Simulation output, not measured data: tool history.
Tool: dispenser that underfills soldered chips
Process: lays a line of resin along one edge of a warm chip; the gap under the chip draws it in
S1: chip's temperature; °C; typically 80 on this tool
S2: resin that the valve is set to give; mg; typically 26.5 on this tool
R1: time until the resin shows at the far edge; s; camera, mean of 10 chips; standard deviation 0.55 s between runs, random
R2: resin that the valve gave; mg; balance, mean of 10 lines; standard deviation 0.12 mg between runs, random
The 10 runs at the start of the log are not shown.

run,hour,S1,S2,R1,R2
# hour 34.8: new syringe of resin
11,34.8,80,26.5,45.7,25.59
12,39.4,80,26.5,57.4,25.51
13,41.5,80,26.5,63.5,25.69
14,45.9,80,26.5,80.2,25.68
# hour 47.7: new syringe of resin
15,49.9,92,26.5,31.4,25.37
16,51.9,92,26.5,34.6,25.18
17,55.7,92,26.5,41.5,25.36
18,58.4,92,26.5,47.8,25.49
# hour 60.5: new syringe of resin
19,60.7,79,24.3,50.1,23.17
20,65.1,84,28.3,48.0,27.19
21,67.4,84,28.3,54.4,27.17
22,71.0,81,25.4,73.5,24.25
# hour 73.4: new syringe of resin
23,74.7,68,22.8,82.9,21.73
24,78.6,80,24.9,59.3,23.75
25,80.6,80,24.9,64.7,23.79
26,82.8,82,30.7,64.5,29.42
27,85.2,68,26.8,133.1,25.49
# hour 86.3: new syringe of resin
28,89.0,68,26.8,86.8,25.62
29,92.1,68,26.8,101.2,25.49
# hour 97.6: dispensing valve cleaned and set on the balance
30,97.7,68,26.8,128.1,26.75
# hour 100.0: new syringe of resin
31,101.2,88,25.5,34.9,25.45
32,105.2,80,33.9,58.1,34.02
33,107.9,77,32.0,75.3,32.11
34,110.0,74,26.5,96.9,26.28
35,112.1,89,27.0,58.2,26.86

Forecast each of these 4 alternatives for the next run:
# hour 112.8: new syringe of resin
A,115.0,89,30.8,?,?
# hour 112.8: new syringe of resin
B,115.0,94,23.5,?,?
# hour 112.8: new syringe of resin
C,115.0,89,34.0,?,?
# hour 112.8: new syringe of resin
D,115.0,80,32.3,?,?

run,R1,R2
A,36.4,30.85
B,29.7,23.42
C,35.3,33.86
D,50.3,32.09
Without the tool's hidden state the same runs would have given:
run,R1,R2
A,32.7,30.97
B,26.6,23.51
C,31.6,34.00
D,45.0,32.22
